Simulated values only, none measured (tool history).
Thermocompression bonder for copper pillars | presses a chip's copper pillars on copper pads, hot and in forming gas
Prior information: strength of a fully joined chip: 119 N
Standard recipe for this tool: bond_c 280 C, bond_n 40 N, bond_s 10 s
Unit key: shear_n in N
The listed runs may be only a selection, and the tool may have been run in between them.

run,hour,bond_c,bond_n,bond_s,shear_n
1,0.0,280,40,10,42.6
2,10.1,280,40,10,42.4
3,20.4,310,40,10,54.6
4,30.5,310,40,10,54.9
5,52.8,310,40,10,54.9
6,64.1,310,40,10,54.7
7,80.5,310,40,10,54.8
8,96.0,310,40,17,65.5
9,112.5,294,40,17,56.9
10,137.2,310,40,10,54.2
11,157.7,280,40,7,35.9
12,176.3,280,40,7,36.2
13,193.4,284,40,10,42.4
14,206.6,284,40,10,43.3
15,219.5,280,40,10,41.5
16,235.9,280,26,10,32.7
17,257.0,280,26,10,33.2
18,281.3,280,26,10,32.6
19,305.2,256,26,10,25.1
20,324.5,256,26,10,24.9
21,345.4,276,40,10,39.9
22,370.3,276,40,10,39.1
23,393.8,276,40,10,39.0
24,417.2,267,40,20,46.9
25,427.8,297,38,10,46.1
26,445.0,297,59,5,44.5
27,464.9,297,59,5,44.0
28,480.0,285,47,12,48.8
29,490.5,310,29,5,34.0
30,512.5,300,35,5,34.9
# hour 517.3: forming gas filter changed
31,526.8,309,35,25,69.4
32,551.1,269,29,10,31.6
33,562.8,269,29,10,31.5
34,587.0,260,29,10,28.5
35,610.5,260,29,10,28.1
36,623.9,307,41,10,52.3
37,642.1,254,46,24,47.4
38,653.6,288,34,28,60.0
39,669.2,302,44,5,40.0
40,690.9,302,44,5,40.5
41,711.3,280,40,22,56.3

What would each run have given without the hidden state, its run-to-run variation left as it was?
Hidden state at play: true temperature of the bond over the reading, C; force that reaches the chip, % of what is set; oxide that the forming gas leaves, % of the face; drift of the gauge itself on shear_n, %.
run,shear_n
1,45.1
2,44.9
3,57.4
4,57.8
5,57.9
6,57.7
7,57.9
8,69.1
9,60.4
10,57.5
11,38.6
12,39.0
13,45.6
14,46.6
15,44.7
16,35.5
17,35.9
18,35.4
19,27.6
20,27.5
21,43.5
22,42.7
23,42.7
24,51.5
25,50.2
26,48.6
27,48.1
28,53.5
29,37.3
30,38.5
31,72.7
32,34.2
33,34.1
34,31.1
35,30.7
36,55.7
37,51.5
38,64.0
39,43.1
40,43.7
41,60.6
